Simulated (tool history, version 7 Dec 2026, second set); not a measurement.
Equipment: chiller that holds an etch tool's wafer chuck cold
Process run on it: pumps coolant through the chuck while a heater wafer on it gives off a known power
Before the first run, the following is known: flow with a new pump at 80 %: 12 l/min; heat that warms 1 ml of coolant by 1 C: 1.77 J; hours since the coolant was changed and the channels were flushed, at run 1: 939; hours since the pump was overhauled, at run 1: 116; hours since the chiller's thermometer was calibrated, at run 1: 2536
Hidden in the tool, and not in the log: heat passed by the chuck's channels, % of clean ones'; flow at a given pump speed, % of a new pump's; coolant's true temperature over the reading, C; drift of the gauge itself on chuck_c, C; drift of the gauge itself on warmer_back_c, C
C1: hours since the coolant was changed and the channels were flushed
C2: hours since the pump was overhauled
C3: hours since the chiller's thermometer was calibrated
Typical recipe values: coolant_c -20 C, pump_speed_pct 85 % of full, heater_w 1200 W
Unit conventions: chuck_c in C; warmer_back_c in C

{"run": 1, "day": 0.0, "coolant_c": -20, "pump_speed_pct": 85, "heater_w": 1200, "C1": 939, "C2": 116, "C3": 2536, "chuck_c": -9.7, "warmer_back_c": 3.16}
{"run": 2, "day": 1.875, "coolant_c": -20, "pump_speed_pct": 85, "heater_w": 1200, "C1": 984, "C2": 161, "C3": 2581, "chuck_c": -9.5, "warmer_back_c": 3.18}
{"run": 3, "day": 4.862, "coolant_c": -20, "pump_speed_pct": 85, "heater_w": 1199, "C1": 1056, "C2": 232, "C3": 2653, "chuck_c": -9.4, "warmer_back_c": 3.19}
{"run": 4, "day": 7.742, "coolant_c": -20, "pump_speed_pct": 85, "heater_w": 1199, "C1": 1125, "C2": 302, "C3": 2722, "chuck_c": -9.4, "warmer_back_c": 3.18}
{"run": 5, "day": 10.575, "coolant_c": -20, "pump_speed_pct": 61, "heater_w": 1200, "C1": 1193, "C2": 370, "C3": 2790, "chuck_c": -6.3, "warmer_back_c": 4.58}
{"run": 6, "day": 13.583, "coolant_c": -20, "pump_speed_pct": 85, "heater_w": 1200, "C1": 1265, "C2": 442, "C3": 2862, "chuck_c": -9.5, "warmer_back_c": 3.19}
{"run": 7, "day": 15.629, "coolant_c": -20, "pump_speed_pct": 85, "heater_w": 1101, "C1": 1314, "C2": 491, "C3": 2911, "chuck_c": -10.5, "warmer_back_c": 2.95}
{"run": 8, "day": 18.838, "coolant_c": -19, "pump_speed_pct": 85, "heater_w": 1200, "C1": 1391, "C2": 568, "C3": 2988, "chuck_c": -8.4, "warmer_back_c": 3.23}
{"run": 9, "day": 20.392, "coolant_c": -19, "pump_speed_pct": 85, "heater_w": 1435, "C1": 1429, "C2": 605, "C3": 3025, "chuck_c": -6.5, "warmer_back_c": 3.85}
{"run": 10, "day": 23.158, "coolant_c": -20, "pump_speed_pct": 85, "heater_w": 1108, "C1": 1495, "C2": 671, "C3": 3092, "chuck_c": -10.5, "warmer_back_c": 2.99}
{"day": 23.558, "done": "coolant pump overhauled"}
{"run": 11, "day": 25.212, "coolant_c": -11, "pump_speed_pct": 85, "heater_w": 1108, "C1": 1539, "C2": 40, "C3": 3136, "chuck_c": -1.3, "warmer_back_c": 3.04}
{"run": 12, "day": 28.388, "coolant_c": -11, "pump_speed_pct": 85, "heater_w": 1447, "C1": 1615, "C2": 116, "C3": 3212, "chuck_c": 1.8, "warmer_back_c": 3.91}
{"day": 30.183, "done": "coolant pump overhauled, once more"}
{"run": 13, "day": 31.862, "coolant_c": -15, "pump_speed_pct": 74, "heater_w": 1447, "C1": 1694, "C2": 40, "C3": 3291, "chuck_c": -0.9, "warmer_back_c": 4.47}
{"run": 14, "day": 35.096, "coolant_c": -15, "pump_speed_pct": 74, "heater_w": 1447, "C1": 1771, "C2": 118, "C3": 3368, "chuck_c": -0.9, "warmer_back_c": 4.45}
{"run": 15, "day": 37.417, "coolant_c": -17, "pump_speed_pct": 96, "heater_w": 859, "C1": 1827, "C2": 174, "C3": 3424, "chuck_c": -10.5, "warmer_back_c": 2.0}
{"run": 16, "day": 39.058, "coolant_c": -20, "pump_speed_pct": 82, "heater_w": 819, "C1": 1867, "C2": 213, "C3": 3463, "chuck_c": -12.8, "warmer_back_c": 2.27}
{"run": 17, "day": 42.179, "coolant_c": -20, "pump_speed_pct": 76, "heater_w": 1200, "C1": 1941, "C2": 288, "C3": 3538, "chuck_c": -8.6, "warmer_back_c": 3.69}
{"run": 18, "day": 44.008, "coolant_c": -22, "pump_speed_pct": 72, "heater_w": 886, "C1": 1985, "C2": 332, "C3": 3582, "chuck_c": -13.2, "warmer_back_c": 2.79}
{"run": 19, "day": 45.825, "coolant_c": -22, "pump_speed_pct": 72, "heater_w": 886, "C1": 2029, "C2": 375, "C3": 3626, "chuck_c": -13.2, "warmer_back_c": 2.82}
{"run": 20, "day": 48.979, "coolant_c": -22, "pump_speed_pct": 72, "heater_w": 886, "C1": 2105, "C2": 451, "C3": 3702, "chuck_c": -13.2, "warmer_back_c": 2.82}

Hidden state or all else? Some run-to-run changes of warmer_back_c, split into what the settings, what came in and random variation would give without the hidden state, and what is left for the hidden state (with any gauge scatter that isn't in both results):
Run 11 -> 12: heater_w 1108 -> 1447. warmer_back_c +0.87 C: hidden state +0.03, all else +0.84.
Run 12 -> 13: coolant_c -11 -> -15, pump_speed_pct 85 -> 74, coolant pump overhauled, once more. warmer_back_c +0.56 C: hidden state -0.06, all else +0.62.
Run 14 -> 15: coolant_c -15 -> -17, pump_speed_pct 74 -> 96, heater_w 1447 -> 859. warmer_back_c -2.45 C: hidden state -0.01, all else -2.44.
Run 16 -> 17: pump_speed_pct 82 -> 76, heater_w 819 -> 1200. warmer_back_c +1.42 C: hidden state +0.02, all else +1.40.
